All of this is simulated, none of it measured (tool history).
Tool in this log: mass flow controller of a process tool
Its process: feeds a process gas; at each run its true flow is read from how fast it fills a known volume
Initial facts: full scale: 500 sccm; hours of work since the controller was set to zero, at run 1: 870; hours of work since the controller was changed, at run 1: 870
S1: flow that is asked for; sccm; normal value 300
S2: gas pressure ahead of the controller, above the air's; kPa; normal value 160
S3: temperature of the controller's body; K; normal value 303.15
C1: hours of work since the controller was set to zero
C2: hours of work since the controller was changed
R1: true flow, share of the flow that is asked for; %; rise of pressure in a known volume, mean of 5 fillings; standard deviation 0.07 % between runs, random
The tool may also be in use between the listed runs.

run     day   S1   S2      S3    C1    C2     R1
  1   0.000  300  160  303.15   870   870  98.88
  2   3.446  436  160  303.15   924   924  99.34
  3   7.604  300  160  298.15   988   988  99.00
  4  11.162  300  160  293.15  1043  1043  99.39
  5  13.696  300  160  293.15  1082  1082  99.47
  6  16.788  300  160  293.15  1130  1130  99.32
  7  20.171  300  160  313.15  1183  1183  98.18
  8  23.117  300  160  303.15  1228  1228  98.79
  9  25.383  133  160  303.15  1263  1263  97.98
 10  28.812   76  160  303.15  1316  1316  97.57
 11  31.629   76  160  303.15  1360  1360  97.40
 12  34.775  300  160  303.15  1409  1409  98.69
 13  36.808  300  160  303.15  1440  1440  98.75
 14  40.342  300  160  303.15  1495  1495  98.78
 15  42.758  300  279  303.15  1532  1532  98.12
 16  45.642  300  279  303.15  1577  1577  98.04
 17  48.800  452  194  295.15  1626  1626  99.43
 18  52.112  452  194  295.15  1677  1677  99.63
 19  54.279  452  194  295.15  1710  1710  99.55
 20  56.538  162  194  301.15  1745  1745  97.96
 21  60.079  162  194  301.15  1800  1800  98.01
 22  64.129  300  212  293.15  1863  1863  99.05
 23  67.771  300  160  301.15  1919  1919  98.62
 24  70.212  300  160  301.15  1957  1957  98.69
 25  73.504  154  146  297.15  2008  2008  98.27
 26  75.371  337  143  301.15  2037  2037  98.90
 27  79.621  337  143  301.15  2103  2103  98.94
 28  83.875  337  143  301.15  2169  2169  98.76
 29  85.708  337  143  301.15  2197  2197  98.84
 30  89.571  337  143  301.15  2257  2257  98.80

Measured minus without-hidden-state, run by run (identical run-to-run variation in each term; gauge scatter may differ):
The tool's hidden condition here consists of: flow at rest that the sensor doesn't see, % of full scale; true flow over the shown one, %; drift of the gauge itself on true_pct, %.
run     R1
  1  -0.45
  2  -0.42
  3  -0.48
  4  -0.50
  5  -0.51
  6  -0.52
  7  -0.53
  8  -0.55
  9  -0.81
 10  -1.17
 11  -1.21
 12  -0.60
 13  -0.61
 14  -0.63
 15  -0.64
 16  -0.65
 17  -0.58
 18  -0.60
 19  -0.60
 20  -0.92
 21  -0.95
 22  -0.73
 23  -0.75
 24  -0.76
 25  -1.07
 26  -0.76
 27  -0.77
 28  -0.79
 29  -0.80
 30  -0.81
